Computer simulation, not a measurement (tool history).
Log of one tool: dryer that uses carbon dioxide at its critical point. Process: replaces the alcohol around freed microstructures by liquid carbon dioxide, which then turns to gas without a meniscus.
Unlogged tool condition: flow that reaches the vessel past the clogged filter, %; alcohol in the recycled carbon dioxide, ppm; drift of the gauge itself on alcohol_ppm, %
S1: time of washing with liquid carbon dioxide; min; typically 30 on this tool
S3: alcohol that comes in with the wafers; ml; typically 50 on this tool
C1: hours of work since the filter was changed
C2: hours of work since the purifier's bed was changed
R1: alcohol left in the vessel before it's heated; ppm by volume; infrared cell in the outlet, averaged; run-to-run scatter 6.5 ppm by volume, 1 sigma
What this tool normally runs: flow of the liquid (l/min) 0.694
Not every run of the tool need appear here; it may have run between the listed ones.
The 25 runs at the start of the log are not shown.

Run 26, day 8.779: usual settings but S1 24 min, flow of the liquid (l/min) 0.48; C1 255; C2 158. Result: R1 1924 ppm by volume.
Run 27, day 9.012: usual settings but S1 34 min, flow of the liquid (l/min) 1.122, S3 76 ml; C1 258; C2 161. Result: R1 61 ppm by volume.
Run 28, day 9.296: usual settings but S1 24 min, flow of the liquid (l/min) 1.071, S3 69 ml; C1 261; C2 164. Result: R1 242 ppm by volume.
Run 29, day 9.567: usual settings but S1 24 min, flow of the liquid (l/min) 1.071, S3 69 ml; C1 264; C2 167. Result: R1 242 ppm by volume.
Run 30, day 10.012: usual settings but S1 33 min, flow of the liquid (l/min) 0.5, S3 60 ml; C1 268; C2 171. Result: R1 1059 ppm by volume.
Run 31, day 10.279: usual settings but S1 33 min, flow of the liquid (l/min) 0.5, S3 60 ml; C1 271; C2 174. Result: R1 1095 ppm by volume.
Run 32, day 10.479: usual settings but S1 33 min, flow of the liquid (l/min) 0.5, S3 60 ml; C1 273; C2 176. Result: R1 1021 ppm by volume.
Run 33, day 10.888: usual settings but S1 33 min, flow of the liquid (l/min) 0.5, S3 60 ml; C1 277; C2 180. Result: R1 1078 ppm by volume.
Run 34, day 11.212: usual settings but flow of the liquid (l/min) 0.943; C1 280; C2 183. Result: R1 133 ppm by volume.
Run 35, day 11.671: usual settings but flow of the liquid (l/min) 0.621, S3 102 ml; C1 285; C2 188. Result: R1 1232 ppm by volume.
Run 36, day 12.029: usual settings but flow of the liquid (l/min) 0.621, S3 102 ml; C1 289; C2 192. Result: R1 1195 ppm by volume.
Run 37, day 12.346: usual settings but S1 18 min, flow of the liquid (l/min) 0.637, S3 32 ml; C1 292; C2 195. Result: R1 1228 ppm by volume.
Run 38, day 12.742: usual settings but flow of the liquid (l/min) 0.556, S3 109 ml; C1 296; C2 199. Result: R1 1883 ppm by volume.
Run 39, day 13.075: usual settings but flow of the liquid (l/min) 0.556, S3 109 ml; C1 300; C2 203. Result: R1 1854 ppm by volume.
Run 40, day 13.396: usual settings but S1 33 min, flow of the liquid (l/min) 0.423, S3 30 ml; C1 303; C2 206. Result: R1 856 ppm by volume.
Run 41, day 13.604: usual settings but S1 33 min, flow of the liquid (l/min) 0.423, S3 30 ml; C1 305; C2 208. Result: R1 845 ppm by volume.
Run 42, day 14.067: usual settings but S1 21 min, flow of the liquid (l/min) 0.423, S3 30 ml; C1 310; C2 213. Result: R1 1853 ppm by volume.
Run 43, day 14.362: usual settings but S1 28 min, flow of the liquid (l/min) 0.423, S3 30 ml; C1 313; C2 216. Result: R1 1191 ppm by volume.
Run 44, day 14.562: usual settings but S1 42 min, flow of the liquid (l/min) 0.874, S3 100 ml; C1 315; C2 218. Result: R1 103 ppm by volume.
Run 45, day 14.871: usual settings but S1 42 min, flow of the liquid (l/min) 0.874, S3 100 ml; C1 318; C2 221. Result: R1 94 ppm by volume.
Run 46, day 15.171: usual settings but S1 18 min, flow of the liquid (l/min) 0.75, S3 55 ml; C1 321; C2 224. Result: R1 1591 ppm by volume.

Predict the results of run 47:
Run 47, day 15.596: usual settings but flow of the liquid (l/min) 0.917, S3 70 ml; C1 325; C2 228. Result: R1 ?.

For run 47 the tool returned R1 230 ppm by volume.
The same run, on a tool lacking any hidden state, would have yielded R1 115 ppm by volume.
